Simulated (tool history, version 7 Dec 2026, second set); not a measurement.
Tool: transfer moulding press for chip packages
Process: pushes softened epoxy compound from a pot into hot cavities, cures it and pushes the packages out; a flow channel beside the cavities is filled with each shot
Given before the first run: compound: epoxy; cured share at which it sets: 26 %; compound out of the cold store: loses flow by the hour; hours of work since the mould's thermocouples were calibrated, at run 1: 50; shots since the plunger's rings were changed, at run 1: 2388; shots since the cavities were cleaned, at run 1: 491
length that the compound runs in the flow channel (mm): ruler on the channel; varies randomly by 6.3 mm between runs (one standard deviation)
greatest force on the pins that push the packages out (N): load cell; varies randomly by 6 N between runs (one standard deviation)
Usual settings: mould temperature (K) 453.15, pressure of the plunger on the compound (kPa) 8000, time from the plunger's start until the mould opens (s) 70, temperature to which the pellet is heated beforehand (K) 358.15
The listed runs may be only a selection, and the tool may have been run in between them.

run	hour	mould temperature (K)	pressure of the plunger on the compound (kPa)	time from the plunger's start until the mould opens (s)	temperature to which the pellet is heated beforehand (K)	hours of work since the mould's thermocouples were calibrated	shots since the plunger's rings were changed	shots since the cavities were cleaned	incoming compound's hours out of the cold store	length that the compound runs in the flow channel (mm)	greatest force on the pins that push the packages out (N)
1	0.0	453.15	8000	70	358.15	50	2388	491	35.7	669	345
# hour 5.2: cavities cleaned with cleaning compound and waxed
2	33.4	453.15	8000	70	358.15	67	2809	372	31.0	687	317
# hour 46.2: cavities cleaned with cleaning compound and waxed
3	65.5	453.15	8000	93	358.15	84	3215	255	46.4	637	237
4	81.3	453.15	8000	93	358.15	92	3424	464	35.2	674	285
# hour 88.4: cavities cleaned with cleaning compound and waxed
5	116.1	453.15	8000	93	358.15	110	3863	365	32.1	669	264
# hour 129.9: cavities cleaned with cleaning compound and waxed
6	140.3	453.15	8000	71	358.15	122	4163	137	9.4	725	275
7	161.7	453.15	8000	71	358.15	133	4447	421	44.5	634	301
# hour 171.6: cavities cleaned with cleaning compound and waxed
8	187.4	453.15	8000	71	358.15	146	4766	208	14.0	701	284
# hour 195.0: plunger's sealing rings changed
9	207.2	453.15	8000	71	358.15	155	161	437	43.1	676	318
# hour 215.7: cavities cleaned with cleaning compound and waxed
10	230.4	453.15	8000	71	358.15	167	449	195	11.5	755	292
11	246.1	453.15	8000	71	358.15	175	656	402	39.7	681	309
# hour 257.5: cavities cleaned with cleaning compound and waxed
12	265.6	453.15	8000	70	358.15	185	894	108	45.6	664	248
13	284.0	453.15	8000	70	358.15	195	1137	351	11.3	755	325
# hour 298.8: cavities cleaned with cleaning compound and waxed
14	308.3	460.15	6230	54	357.15	207	1438	125	25.5	621	298
15	328.5	453.15	8000	73	353.15	218	1705	392	38.1	661	297
# hour 341.5: cavities cleaned with cleaning compound and waxed
16	365.2	445.15	8000	70	350.15	236	2170	313	20.4	722	513
# hour 384.4: cavities cleaned with cleaning compound and waxed
17	395.5	447.15	7370	70	352.15	252	2551	146	24.9	675	386
# hour 399.0: mould's thermocouples calibrated
# hour 429.5: cavities cleaned with cleaning compound and waxed
18	429.5	446.15	6080	106	349.15	15	2955	0	40.4	573	188
19	454.1	446.15	6080	106	349.15	29	3280	325	36.6	579	265
# hour 470.9: cavities cleaned with cleaning compound and waxed
20	478.0	455.15	7770	106	357.15	40	3576	94	40.6	639	204
21	495.1	460.15	9270	70	349.15	50	3803	321	43.0	688	251
# hour 513.9: cavities cleaned with cleaning compound and waxed
22	513.9	457.15	7630	82	361.15	59	4030	0	45.0	608	195
# hour 529.1: mould's thermocouples calibrated, once more
23	534.5	457.15	7630	82	361.15	3	4277	247	16.5	684	241
24	554.8	447.15	7840	70	367.15	14	4546	516	38.4	649	430
# hour 558.1: cavities cleaned with cleaning compound and waxed
# hour 579.7: plunger's sealing rings changed
25	579.7	447.15	7840	70	367.15	25	0	252	45.3	675	373
26	599.1	453.15	8000	70	351.15	35	257	509	20.5	743	354

Here are 5 independent what-if runs from the current tool condition. What would each one return?
# hour 602.4: cavities cleaned with cleaning compound and waxed
A	618.8	454.15	6870	70	358.15	45	498	217	25.8	?	?
# hour 602.4: cavities cleaned with cleaning compound and waxed
B	618.8	450.15	8000	80	363.15	45	498	217	16.9	?	?
# hour 602.4: cavities cleaned with cleaning compound and waxed
C	618.8	453.15	8000	70	364.15	45	498	217	38.3	?	?
# hour 602.4: cavities cleaned with cleaning compound and waxed
D	618.8	453.15	8930	57	359.15	45	498	217	15.8	?	?
# hour 602.4: cavities cleaned with cleaning compound and waxed
E	618.8	451.15	6720	70	361.15	45	498	217	34.5	?	?

run	length that the compound runs in the flow channel (mm)	greatest force on the pins that push the packages out (N)
A	671	285
B	758	266
C	692	282
D	791	447
E	643	298
With no hidden state in the tool, these same runs would have given:
run	length that the compound runs in the flow channel (mm)	greatest force on the pins that push the packages out (N)
A	677	226
B	765	211
C	698	223
D	798	351
E	649	235

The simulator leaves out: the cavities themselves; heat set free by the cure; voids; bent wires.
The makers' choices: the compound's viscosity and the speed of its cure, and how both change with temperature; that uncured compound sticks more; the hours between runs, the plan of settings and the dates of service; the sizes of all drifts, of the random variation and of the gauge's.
